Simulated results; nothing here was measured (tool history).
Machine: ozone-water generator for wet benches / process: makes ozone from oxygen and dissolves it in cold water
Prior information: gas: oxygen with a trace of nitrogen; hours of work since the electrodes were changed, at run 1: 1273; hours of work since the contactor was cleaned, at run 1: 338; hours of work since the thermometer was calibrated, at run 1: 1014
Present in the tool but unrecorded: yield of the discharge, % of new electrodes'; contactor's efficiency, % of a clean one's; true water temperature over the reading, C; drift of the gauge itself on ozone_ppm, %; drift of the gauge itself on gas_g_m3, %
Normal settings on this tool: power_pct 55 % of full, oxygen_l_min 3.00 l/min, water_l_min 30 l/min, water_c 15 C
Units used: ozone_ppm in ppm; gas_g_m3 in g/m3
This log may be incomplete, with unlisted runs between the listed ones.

run,day,power_pct,oxygen_l_min,water_l_min,water_c,hours of work since the electrodes were changed,hours of work since the contactor was cleaned,hours of work since the thermometer was calibrated,ozone_ppm,gas_g_m3
1,0.000,55,3.00,30,15,1273,338,1014,13.6,199.6
2,2.296,55,3.00,30,15,1316,381,1057,13.2,197.1
3,4.692,55,3.00,30,15,1361,425,1102,13.2,196.9
4,5.829,55,3.00,30,15,1382,447,1123,13.4,197.6
5,8.204,55,3.00,30,15,1426,491,1168,13.1,198.4
6,10.042,55,3.00,30,10,1461,526,1202,13.7,198.0
7,11.267,55,3.00,30,10,1484,549,1225,13.7,200.6
8,13.558,55,3.00,30,10,1526,591,1268,13.8,198.7
9,15.342,55,3.00,30,10,1560,625,1301,13.8,200.2
10,17.212,55,3.00,30,10,1595,660,1336,13.5,200.2
11,19.425,55,3.00,30,10,1636,701,1378,13.7,197.9
12,21.275,55,3.00,30,10,1671,736,1412,13.4,198.1
13,22.871,55,3.00,30,10,1701,766,1442,13.7,196.2
14,24.946,55,1.59,30,21,1740,805,1481,11.0,288.4
15,26.712,55,1.59,30,21,1773,838,1514,11.0,287.4
16,28.517,62,1.59,30,11,1806,871,1548,12.8,321.1
17,29.808,55,4.32,40,15,1831,896,1572,10.2,158.8
18,31.600,65,3.00,30,15,1864,929,1606,15.3,227.0
19,33.238,65,3.00,30,15,1895,960,1636,15.1,231.1

4 ways to go on from here, each from the tool as it stands after run 19. What would each give?
A,34.579,44,3.00,30,15,1920,985,1661,?,?
B,34.579,55,3.00,19,12,1920,985,1661,?,?
C,34.579,47,3.00,33,15,1920,985,1661,?,?
D,34.579,85,2.23,30,15,1920,985,1661,?,?

run,ozone_ppm,gas_g_m3
A,10.8,162.2
B,20.3,196.2
C,10.2,168.6
D,18.1,344.8
The same runs, with their run-to-run variation unchanged, on a tool lacking any hidden condition would have given:
run,ozone_ppm,gas_g_m3
A,11.2,166.9
B,21.3,204.1
C,10.7,174.1
D,19.4,365.7
